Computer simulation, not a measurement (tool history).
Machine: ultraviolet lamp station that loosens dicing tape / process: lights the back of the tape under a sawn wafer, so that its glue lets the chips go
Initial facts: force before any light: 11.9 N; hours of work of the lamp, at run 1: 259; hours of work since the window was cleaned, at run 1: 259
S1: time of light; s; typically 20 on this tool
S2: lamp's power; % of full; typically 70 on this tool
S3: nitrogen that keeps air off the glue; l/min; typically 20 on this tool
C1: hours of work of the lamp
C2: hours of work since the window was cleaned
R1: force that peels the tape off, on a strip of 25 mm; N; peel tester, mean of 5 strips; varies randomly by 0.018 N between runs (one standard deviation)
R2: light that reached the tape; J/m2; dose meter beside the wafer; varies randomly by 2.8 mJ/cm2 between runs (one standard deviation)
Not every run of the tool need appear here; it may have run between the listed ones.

run 1 hour=0.0 | S1=20 S2=70 S3=20 | C1=259 C2=259 | R1=1.432 R2=3060
-- hour=19.6 window cleaned of glue's vapour
run 2 hour=52.6 | S1=20 S2=70 S3=21 | C1=298 C2=24 | R1=1.029 R2=3460
run 3 hour=119.6 | S1=20 S2=70 S3=21 | C1=347 C2=74 | R1=1.106 R2=3400
run 4 hour=181.3 | S1=20 S2=70 S3=21 | C1=393 C2=120 | R1=1.217 R2=3320
run 5 hour=237.6 | S1=20 S2=70 S3=21 | C1=434 C2=161 | R1=1.274 R2=3140
run 6 hour=322.0 | S1=27 S2=70 S3=20 | C1=497 C2=224 | R1=0.781 R2=4050
-- hour=386.5 window cleaned of glue's vapour
run 7 hour=402.6 | S1=20 S2=70 S3=20 | C1=556 C2=12 | R1=1.195 R2=3350
run 8 hour=480.8 | S1=20 S2=70 S3=20 | C1=614 C2=70 | R1=1.285 R2=3190
run 9 hour=535.2 | S1=20 S2=70 S3=20 | C1=654 C2=110 | R1=1.384 R2=3080
run 10 hour=582.0 | S1=20 S2=75 S3=20 | C1=689 C2=145 | R1=1.221 R2=3230
run 11 hour=626.7 | S1=20 S2=75 S3=20 | C1=722 C2=178 | R1=1.322 R2=3170
run 12 hour=669.7 | S1=12 S2=70 S3=20 | C1=754 C2=209 | R1=3.452 R2=1740
run 13 hour=732.5 | S1=20 S2=89 S3=20 | C1=800 C2=256 | R1=1.091 R2=3510
-- hour=755.8 window cleaned of glue's vapour
run 14 hour=792.0 | S1=20 S2=70 S3=20 | C1=844 C2=27 | R1=1.424 R2=3060
run 15 hour=838.1 | S1=17 S2=70 S3=20 | C1=878 C2=61 | R1=1.990 R2=2490
run 16 hour=930.8 | S1=17 S2=98 S3=24 | C1=946 C2=129 | R1=1.046 R2=3350
run 17 hour=1003.1 | S1=17 S2=96 S3=12 | C1=1000 C2=183 | R1=1.794 R2=3120
run 18 hour=1091.0 | S1=17 S2=96 S3=12 | C1=1065 C2=248 | R1=2.062 R2=3000
-- hour=1124.9 window cleaned of glue's vapour
run 19 hour=1137.6 | S1=17 S2=96 S3=12 | C1=1099 C2=9 | R1=1.657 R2=3340
run 20 hour=1183.0 | S1=19 S2=64 S3=16 | C1=1132 C2=43 | R1=2.448 R2=2380
run 21 hour=1275.4 | S1=19 S2=64 S3=16 | C1=1201 C2=111 | R1=2.710 R2=2300
-- hour=1374.4 lamp changed
run 22 hour=1374.4 | S1=19 S2=64 S3=16 | C1=0 C2=184 | R1=1.677 R2=3030
run 23 hour=1447.0 | S1=19 S2=80 S3=9 | C1=54 C2=237 | R1=1.738 R2=3540
-- hour=1493.7 window cleaned of glue's vapour
run 24 hour=1526.2 | S1=19 S2=80 S3=9 | C1=112 C2=24 | R1=1.439 R2=3970
run 25 hour=1606.5 | S1=19 S2=80 S3=9 | C1=171 C2=83 | R1=1.517 R2=3750
run 26 hour=1703.1 | S1=19 S2=80 S3=9 | C1=243 C2=155 | R1=1.664 R2=3650
run 27 hour=1800.0 | S1=34 S2=80 S3=9 | C1=314 C2=226 | R1=0.533 R2=6110
run 28 hour=1856.7 | S1=34 S2=70 S3=13 | C1=356 C2=268 | R1=0.610 R2=5220
-- hour=1864.1 window cleaned of glue's vapour
run 29 hour=1906.3 | S1=17 S2=81 S3=13 | C1=393 C2=31 | R1=1.557 R2=3390
run 30 hour=1973.9 | S1=22 S2=61 S3=25 | C1=442 C2=81 | R1=1.168 R2=3170

4 ways to go on from here, each from the tool as it stands after run 30. What would each give?
run A hour=2051.9 | S1=12 S2=73 S3=25 | C1=500 C2=139 | R1=? R2=?
run B hour=2051.9 | S1=37 S2=70 S3=15 | C1=500 C2=139 | R1=? R2=?
run C hour=2051.9 | S1=20 S2=90 S3=15 | C1=500 C2=139 | R1=? R2=?
run D hour=2051.9 | S1=39 S2=66 S3=25 | C1=500 C2=139 | R1=? R2=?

run=A R1=2.663 R2=1980
run=B R1=0.392 R2=5840
run=C R1=0.895 R2=4060
run=D R1=0.311 R2=5810
The same runs, with their run-to-run variation unchanged, on a tool lacking any hidden condition would have given:
run=A R1=1.958 R2=2410
run=B R1=0.266 R2=7090
run=C R1=0.572 R2=4930
run=D R1=0.232 R2=7050
